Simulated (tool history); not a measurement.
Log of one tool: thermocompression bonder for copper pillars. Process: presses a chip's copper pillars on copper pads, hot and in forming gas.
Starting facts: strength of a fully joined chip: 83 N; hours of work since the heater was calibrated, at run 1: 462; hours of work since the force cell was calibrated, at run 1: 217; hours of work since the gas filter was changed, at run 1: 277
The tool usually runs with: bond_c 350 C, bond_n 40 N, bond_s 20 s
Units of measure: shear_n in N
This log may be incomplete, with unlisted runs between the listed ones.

| run | hour | bond_c | bond_n | bond_s | hours of work since the heater was calibrated | hours of work since the force cell was calibrated | hours of work since the gas filter was changed | shear_n |
|---|---|---|---|---|---|---|---|---|
| 1 | 0 | 350 | 40 | 20 | 462 | 217 | 277 | 58.1 |
| 2 | 11.3 | 350 | 40 | 20 | 468 | 223 | 283 | 58.2 |
| 3 | 25.6 | 350 | 40 | 20 | 474 | 229 | 289 | 58 |
| 4 | 35.9 | 350 | 43 | 20 | 479 | 234 | 294 | 60.7 |
| 5 | 44.9 | 350 | 31 | 20 | 484 | 239 | 299 | 49.2 |
| 6 | 52 | 350 | 40 | 21 | 487 | 242 | 302 | 58.7 |
| 7 | 60.5 | 350 | 40 | 20 | 491 | 246 | 306 | 58 |
| 8 | 71.3 | 350 | 40 | 20 | 496 | 251 | 311 | 58 |
| 9 | 86.7 | 350 | 40 | 20 | 504 | 258 | 318 | 58.1 |
| 10 | 96.1 | 350 | 57 | 20 | 508 | 263 | 323 | 68.9 |
| 11 | 103.5 | 350 | 57 | 20 | 511 | 266 | 326 | 69.1 |
| 12 | 117.4 | 350 | 57 | 20 | 518 | 273 | 333 | 69 |
| 13 | 133.2 | 338 | 40 | 20 | 526 | 281 | 341 | 53.9 |
| 14 | 145.7 | 350 | 40 | 20 | 532 | 286 | 347 | 57.9 |
| 15 | 159.2 | 350 | 40 | 20 | 538 | 293 | 353 | 58 |
| 16 | 166.8 | 350 | 37 | 14 | 542 | 297 | 357 | 49.9 |
| 17 | 173.7 | 350 | 37 | 14 | 545 | 300 | 360 | 49.9 |
| 18 | 187 | 337 | 51 | 15 | 551 | 306 | 366 | 57.8 |
| 19 | 196.4 | 354 | 60 | 31 | 556 | 311 | 371 | 74.6 |
| 20 | 210.1 | 379 | 44 | 35 | 562 | 317 | 377 | 74 |
| 21 | 218.9 | 379 | 44 | 35 | 566 | 321 | 381 | 74.2 |
| 22 | 234.7 | 379 | 35 | 35 | 574 | 329 | 389 | 69 |
| 23 | 247.4 | 345 | 59 | 20 | 580 | 335 | 395 | 68.2 |
| 24 | 256.9 | 353 | 25 | 14 | 584 | 339 | 399 | 37.6 |
| 25 | 269.4 | 353 | 48 | 14 | 590 | 345 | 405 | 60 |
| 26 | 284.8 | 363 | 30 | 35 | 598 | 353 | 413 | 60.1 |
| 27 | 292.5 | 363 | 30 | 35 | 601 | 356 | 416 | 59.9 |
| 28 | 305 | 350 | 32 | 41 | 607 | 362 | 422 | 60.2 |

Consider 3 possible next runs. They are alternatives, not a sequence: every one starts from the tool as it was left by run 28. What does each give?
| A | 312.5 | 350 | 45 | 47 | 611 | 366 | 426 | ? |
| B | 312.5 | 355 | 40 | 27 | 611 | 366 | 426 | ? |
| C | 312.5 | 350 | 33 | 20 | 611 | 366 | 426 | ? |

| run | shear_n |
|---|---|
| A | 71.3 |
| B | 63.3 |
| C | 51.1 |
Had the tool no hidden state, the same runs would have come out as:
| run | shear_n |
|---|---|
| A | 73.5 |
| B | 64.6 |
| C | 51.6 |
